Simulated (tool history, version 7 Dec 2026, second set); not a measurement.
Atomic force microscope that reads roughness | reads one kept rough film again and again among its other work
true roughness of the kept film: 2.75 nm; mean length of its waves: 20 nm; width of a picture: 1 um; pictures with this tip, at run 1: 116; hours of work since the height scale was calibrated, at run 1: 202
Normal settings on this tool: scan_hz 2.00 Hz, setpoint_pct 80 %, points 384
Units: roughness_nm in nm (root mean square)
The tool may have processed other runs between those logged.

run,hour,scan_hz,setpoint_pct,points,pictures with this tip,hours of work since the height scale was calibrated,roughness_nm
1,0.0,2.00,80,384,116,202,1.858
2,41.2,2.00,80,384,193,225,1.844
3,90.3,2.00,80,384,285,252,1.851
# hour 111.4: new tip fitted
4,159.6,2.00,80,384,90,290,1.851
5,212.3,2.00,80,384,189,320,1.837
6,274.5,2.00,80,384,305,355,1.845
# hour 285.9: new tip fitted
7,344.9,2.00,80,384,110,393,1.841
8,401.2,2.00,80,384,216,425,1.847
9,437.2,2.00,80,384,283,445,1.822
# hour 463.4: new tip fitted
10,516.5,2.53,80,384,99,489,1.753
11,589.8,2.54,80,384,237,530,1.767
12,632.2,2.00,80,412,316,553,1.829
# hour 640.3: new tip fitted
13,692.9,2.00,80,384,99,587,1.859
14,772.5,2.00,80,384,248,631,1.830
15,810.3,2.00,80,777,319,652,1.855
# hour 815.4: new tip fitted
16,855.4,0.52,80,384,75,677,2.143
17,888.8,0.52,80,384,137,696,2.155
18,962.0,0.52,80,384,274,737,2.147
# hour 989.6: new tip fitted
19,1036.4,2.90,60,384,88,778,2.052
20,1108.1,1.20,62,384,222,818,2.144
# hour 1161.7: new tip fitted
21,1161.7,0.54,87,935,0,847,2.121
22,1199.3,0.54,87,935,70,868,2.125
23,1249.7,2.00,80,768,165,896,1.872
24,1294.9,1.34,80,458,250,921,1.980
# hour 1334.4: new tip fitted
25,1367.7,1.34,80,653,62,962,1.990
26,1422.5,1.98,76,977,165,992,1.936
27,1478.0,2.00,69,384,269,1023,2.020
# hour 1507.5: new tip fitted
28,1536.3,1.59,62,408,54,1056,2.144
29,1574.8,2.13,56,685,126,1077,2.156
30,1638.4,2.34,63,442,246,1112,2.049
# hour 1681.5: new tip fitted
31,1712.3,2.00,68,366,57,1153,2.022
32,1778.1,2.62,68,464,181,1190,1.964
33,1830.4,3.33,64,464,279,1219,1.972
# hour 1856.3: new tip fitted
34,1895.5,0.66,74,438,74,1255,2.157
35,1973.3,0.66,64,438,220,1298,2.181
# hour 2031.9: new tip fitted
36,2043.3,3.68,62,323,21,1337,1.956

Hidden state at the last listed run before each entry between runs and at the first one after, where it differs:
In the gap between runs 3 and 4: new tip fitted (hour 111.4)
  radius of the tip, nm: 7.3 -> 7.1
  measured value less the no-hidden-state value, roughness_nm: -0.012 -> -0.003 nm (root mean square)
In the gap between runs 6 and 7: new tip fitted (hour 285.9)
  radius of the tip, nm: 7.3 -> 7.1
  measured value less the no-hidden-state value, roughness_nm: -0.013 -> -0.005 nm (root mean square)
In the gap between runs 9 and 10: new tip fitted (hour 463.4)
  radius of the tip, nm: 7.3 -> 7.1
  measured value less the no-hidden-state value, roughness_nm: -0.012 -> -0.004 nm (root mean square)
In the gap between runs 12 and 13: new tip fitted (hour 640.3)
  radius of the tip, nm: 7.3 -> 7.1
  measured value less the no-hidden-state value, roughness_nm: -0.013 -> -0.004 nm (root mean square)
In the gap between runs 15 and 16: new tip fitted (hour 815.4)
  radius of the tip, nm: 7.3 -> 7.1
  measured value less the no-hidden-state value, roughness_nm: -0.013 -> -0.003 nm (root mean square)
In the gap between runs 18 and 19: new tip fitted (hour 989.6)
  radius of the tip, nm: 7.3 -> 7.1
  measured value less the no-hidden-state value, roughness_nm: -0.012 -> -0.004 nm (root mean square)
In the gap between runs 20 and 21: new tip fitted (hour 1161.7)
  radius of the tip, nm: 7.2 -> 7
  measured value less the no-hidden-state value, roughness_nm: -0.010 -> +0.000 nm (root mean square)
In the gap between runs 24 and 25: new tip fitted (hour 1334.4)
  radius of the tip, nm: 7.2 -> 7.1
  measured value less the no-hidden-state value, roughness_nm: -0.010 -> -0.003 nm (root mean square)
In the gap between runs 27 and 28: new tip fitted (hour 1507.5)
  radius of the tip, nm: 7.2 -> 7.1
  measured value less the no-hidden-state value, roughness_nm: -0.012 -> -0.003 nm (root mean square)
In the gap between runs 30 and 31: new tip fitted (hour 1681.5)
  radius of the tip, nm: 7.3 -> 7.1
  measured value less the no-hidden-state value, roughness_nm: -0.011 -> -0.003 nm (root mean square)
In the gap between runs 33 and 34: new tip fitted (hour 1856.3)
  radius of the tip, nm: 7.3 -> 7.1
  measured value less the no-hidden-state value, roughness_nm: -0.012 -> -0.004 nm (root mean square)
In the gap between runs 35 and 36: new tip fitted (hour 2031.9)
  radius of the tip, nm: 7.2 -> 7
  measured value less the no-hidden-state value, roughness_nm: -0.011 -> -0.001 nm (root mean square)
